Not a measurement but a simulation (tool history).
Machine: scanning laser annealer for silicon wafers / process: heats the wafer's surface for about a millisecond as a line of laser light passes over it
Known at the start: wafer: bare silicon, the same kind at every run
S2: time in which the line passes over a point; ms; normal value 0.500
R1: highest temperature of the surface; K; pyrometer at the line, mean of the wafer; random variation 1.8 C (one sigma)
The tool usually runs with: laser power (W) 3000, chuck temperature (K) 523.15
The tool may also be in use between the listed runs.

run 1 hour=0.0 | laser_power_(W)=3000 S2=0.500 chuck_temperature_(K)=523.15 | R1=1277.15
run 2 hour=11.9 | laser_power_(W)=3000 S2=0.500 chuck_temperature_(K)=523.15 | R1=1279.15
run 3 hour=19.0 | laser_power_(W)=3000 S2=0.479 chuck_temperature_(K)=523.15 | R1=1263.15
run 4 hour=30.8 | laser_power_(W)=3000 S2=0.396 chuck_temperature_(K)=523.15 | R1=1185.15
run 5 hour=42.9 | laser_power_(W)=3000 S2=0.396 chuck_temperature_(K)=523.15 | R1=1189.15
run 6 hour=53.2 | laser_power_(W)=3000 S2=0.396 chuck_temperature_(K)=523.15 | R1=1186.15
run 7 hour=65.8 | laser_power_(W)=3000 S2=0.487 chuck_temperature_(K)=523.15 | R1=1271.15
run 8 hour=71.4 | laser_power_(W)=3000 S2=0.487 chuck_temperature_(K)=523.15 | R1=1267.15
run 9 hour=78.5 | laser_power_(W)=3000 S2=0.487 chuck_temperature_(K)=523.15 | R1=1269.15
run 10 hour=89.7 | laser_power_(W)=3000 S2=0.487 chuck_temperature_(K)=484.15 | R1=1227.15
run 11 hour=96.5 | laser_power_(W)=3000 S2=0.408 chuck_temperature_(K)=523.15 | R1=1199.15
run 12 hour=107.1 | laser_power_(W)=3000 S2=0.500 chuck_temperature_(K)=523.15 | R1=1277.15
run 13 hour=113.5 | laser_power_(W)=3000 S2=0.500 chuck_temperature_(K)=523.15 | R1=1274.15
run 14 hour=126.8 | laser_power_(W)=3000 S2=0.500 chuck_temperature_(K)=523.15 | R1=1279.15
run 15 hour=142.7 | laser_power_(W)=3000 S2=0.500 chuck_temperature_(K)=523.15 | R1=1275.15
run 16 hour=148.2 | laser_power_(W)=3000 S2=0.500 chuck_temperature_(K)=523.15 | R1=1274.15
run 17 hour=162.4 | laser_power_(W)=3000 S2=0.500 chuck_temperature_(K)=523.15 | R1=1279.15
run 18 hour=168.3 | laser_power_(W)=3000 S2=0.476 chuck_temperature_(K)=523.15 | R1=1255.15
run 19 hour=182.3 | laser_power_(W)=3000 S2=0.476 chuck_temperature_(K)=523.15 | R1=1269.15
run 20 hour=192.4 | laser_power_(W)=3000 S2=0.476 chuck_temperature_(K)=486.15 | R1=1231.15
run 21 hour=199.7 | laser_power_(W)=3000 S2=0.476 chuck_temperature_(K)=486.15 | R1=1233.15
run 22 hour=209.5 | laser_power_(W)=3000 S2=0.476 chuck_temperature_(K)=486.15 | R1=1232.15
run 23 hour=215.0 | laser_power_(W)=2609 S2=0.514 chuck_temperature_(K)=508.15 | R1=1186.15
run 24 hour=226.1 | laser_power_(W)=2609 S2=0.514 chuck_temperature_(K)=508.15 | R1=1183.15
run 25 hour=232.7 | laser_power_(W)=3092 S2=0.555 chuck_temperature_(K)=511.15 | R1=1346.15
run 26 hour=245.5 | laser_power_(W)=2995 S2=0.555 chuck_temperature_(K)=532.15 | R1=1342.15
run 27 hour=255.0 | laser_power_(W)=2995 S2=0.469 chuck_temperature_(K)=553.15 | R1=1294.15
run 28 hour=265.5 | laser_power_(W)=2660 S2=0.507 chuck_temperature_(K)=552.15 | R1=1237.15
run 29 hour=272.2 | laser_power_(W)=2731 S2=0.530 chuck_temperature_(K)=551.15 | R1=1270.15
run 30 hour=280.6 | laser_power_(W)=2731 S2=0.530 chuck_temperature_(K)=551.15 | R1=1271.15
run 31 hour=289.7 | laser_power_(W)=2909 S2=0.461 chuck_temperature_(K)=523.15 | R1=1234.15
run 32 hour=296.4 | laser_power_(W)=3043 S2=0.603 chuck_temperature_(K)=523.15 | R1=1384.15
run 33 hour=302.0 | laser_power_(W)=3150 S2=0.570 chuck_temperature_(K)=529.15 | R1=1393.15
run 34 hour=311.4 | laser_power_(W)=3150 S2=0.570 chuck_temperature_(K)=529.15 | R1=1393.15
run 35 hour=323.4 | laser_power_(W)=2972 S2=0.420 chuck_temperature_(K)=544.15 | R1=1232.15
run 36 hour=333.2 | laser_power_(W)=2904 S2=0.500 chuck_temperature_(K)=523.15 | R1=1263.15
run 37 hour=339.7 | laser_power_(W)=3115 S2=0.485 chuck_temperature_(K)=548.15 | R1=1331.15

Between the runs listed above, the log contained 3 entries, not reproduced here. Where in the sequence does each belong, and how does what the log doesn't record of the tool's condition differ from the listed run before to the listed run after?
From run 14 to run 15: laser's power meter calibrated (hour 130.4)
  light that passes the window, % of a clean one's: 98.7 -> 98.68; laser's true power over the reading, %: 0.24 -> 0.35; width of the line over the set one, %: 4.18 -> 4.21
  measured value less the no-hidden-state value, R1: -22.00 -> -21.00 K
From run 16 to run 17: laser's power meter calibrated, once more (hour 157.1)
  light that passes the window, % of a clean one's: 98.67 -> 98.65; laser's true power over the reading, %: 0.35 -> 0.37; width of the line over the set one, %: 4.22 -> 4.24
  measured value less the no-hidden-state value, R1: -22.00 -> -22.00 K
From run 18 to run 19: optics aligned, line set to its width (hour 175.8)
  light that passes the window, % of a clean one's: 98.64 -> 98.63; width of the line over the set one, %: 4.25 -> 0.19
  measured value less the no-hidden-state value, R1: -21.00 -> -8.00 K
